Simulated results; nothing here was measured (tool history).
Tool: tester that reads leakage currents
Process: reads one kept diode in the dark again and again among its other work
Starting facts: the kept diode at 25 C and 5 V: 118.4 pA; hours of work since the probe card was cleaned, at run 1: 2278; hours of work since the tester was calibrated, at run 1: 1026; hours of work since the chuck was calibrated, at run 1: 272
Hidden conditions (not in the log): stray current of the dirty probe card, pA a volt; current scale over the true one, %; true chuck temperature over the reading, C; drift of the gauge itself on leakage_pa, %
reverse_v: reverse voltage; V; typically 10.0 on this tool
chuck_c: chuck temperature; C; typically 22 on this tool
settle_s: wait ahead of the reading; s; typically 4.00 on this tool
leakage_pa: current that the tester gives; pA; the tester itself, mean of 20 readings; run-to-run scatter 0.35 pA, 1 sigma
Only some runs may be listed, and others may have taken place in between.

run    hour  reverse_v  chuck_c  settle_s  hours of work since the probe card was cleaned  hours of work since the tester was calibrated  hours of work since the chuck was calibrated  leakage_pa
  1     0.0       10.0       22      4.00                                            2278                                           1026                                           272      110.26
  2    60.3       10.0       22      4.00                                            2320                                           1068                                           315      109.68
  3   118.4       10.0       22      4.19                                            2361                                           1109                                           356      109.27
      179.6  -- probe card cleaned and baked
  4   202.2       10.0       22      4.19                                              16                                           1166                                           413      108.30
  5   263.0       13.7       22      4.19                                              59                                           1209                                           456      122.11
  6   327.0       13.7       22      4.19                                             104                                           1254                                           501      120.82
  7   400.3       13.7       22      4.19                                             156                                           1306                                           553      121.20
  8   464.2       10.0       22      4.00                                             201                                           1351                                           598      106.22
  9   511.2       10.0       51      4.00                                             234                                           1385                                           631     1366.20
      526.9  -- probe card cleaned and baked, once more
 10   563.5       10.0       51      4.00                                              26                                           1419                                           666     1355.61
 11   604.9       10.0       51      4.00                                              55                                           1449                                           695     1344.19
 12   683.9       10.0       51      4.00                                             111                                           1504                                           751     1329.97
 13   766.7       10.0       51      1.43                                             169                                           1563                                           809     1324.44
 14   828.0       10.0       51      1.43                                             213                                           1606                                           853     1316.13
 15   897.1       10.0       22      4.00                                             261                                           1655                                           902       96.86
 16   948.4       10.0       22      4.00                                             298                                           1691                                           938       96.19
 17  1013.9       10.0       22      3.35                                             344                                           1737                                           984       96.09
 18  1054.7       10.0       22      3.35                                             373                                           1766                                          1013       95.46
 19  1097.3       10.0       22      3.35                                             403                                           1796                                          1043       95.29
 20  1152.0       10.0       22      3.35                                             442                                           1835                                          1082       95.10
 21  1189.6       10.0       23      3.35                                             468                                           1862                                          1108      104.04
 22  1271.9        1.3       54      0.80                                             526                                           1920                                          1166      778.56
 23  1324.7        1.7       25      4.00                                             563                                           1957                                          1204       65.64
 24  1361.0        1.7       25      4.00                                             589                                           1983                                          1229       65.33
 25  1415.4        1.7       25      4.00                                             628                                           2021                                          1268       65.40
 26  1494.2        1.7       25      1.59                                             683                                           2077                                          1323       64.51
 27  1555.7        1.7       25      1.59                                             727                                           2120                                          1367       63.91
 28  1608.4        5.9       25      0.84                                             764                                           2157                                          1404      100.32
 29  1679.2        5.9       25      0.84                                             814                                           2207                                          1454       99.39
     1686.9  -- chuck's temperature calibrated
 30  1722.7        1.7       30      1.54                                             843                                           2237                                            25      126.68
 31  1771.2        1.7       30      1.54                                             877                                           2271                                            60      126.61
 32  1814.2       14.4       53      0.46                                             908                                           2301                                            90     1953.67
 33  1874.0       14.4       30      0.37                                             950                                           2344                                           132      274.53
 34  1930.6       10.0       50      4.00                                             990                                           2384                                           172     1331.37
 35  1992.3       10.0       50      4.00                                            1034                                           2427                                           216     1322.75
 36  2026.4       10.0       50      4.00                                            1058                                           2451                                           240     1318.76
 37  2080.4       10.0       50      4.00                                            1096                                           2489                                           278     1316.29
 38  2134.0        2.0       48      4.43                                            1134                                           2527                                           316      626.77
 39  2181.3        1.7       22      4.00                                            1167                                           2561                                           349       56.63

Entry by entry between the runs, the difference in hidden state between the last listed run before and the first listed run after:
In the gap between runs 3 and 4: probe card cleaned and baked (hour 179.6)
  stray current of the dirty probe card, pA a volt: 0.332 -> 0.402; current scale over the true one, %: -0.38 -> -0.4; true chuck temperature over the reading, C: -0.69 -> -0.79
  measured minus no-state result, leakage_pa: -4.75 -> -5.06 pA
In the gap between runs 9 and 10: probe card cleaned and baked, once more (hour 526.9)
  stray current of the dirty probe card, pA a volt: 0.43 -> 0.024; current scale over the true one, %: -0.47 -> -0.48; true chuck temperature over the reading, C: -1.14 -> -1.2
  measured minus no-state result, leakage_pa: -134.86 -> -145.61 pA
In the gap between runs 29 and 30: chuck's temperature calibrated (hour 1686.9)
  stray current of the dirty probe card, pA a volt: 0.126 -> 0.131; current scale over the true one, %: -0.72 -> -0.73; true chuck temperature over the reading, C: -2.5 -> -0.09
  measured minus no-state result, leakage_pa: -26.97 -> -1.82 pA
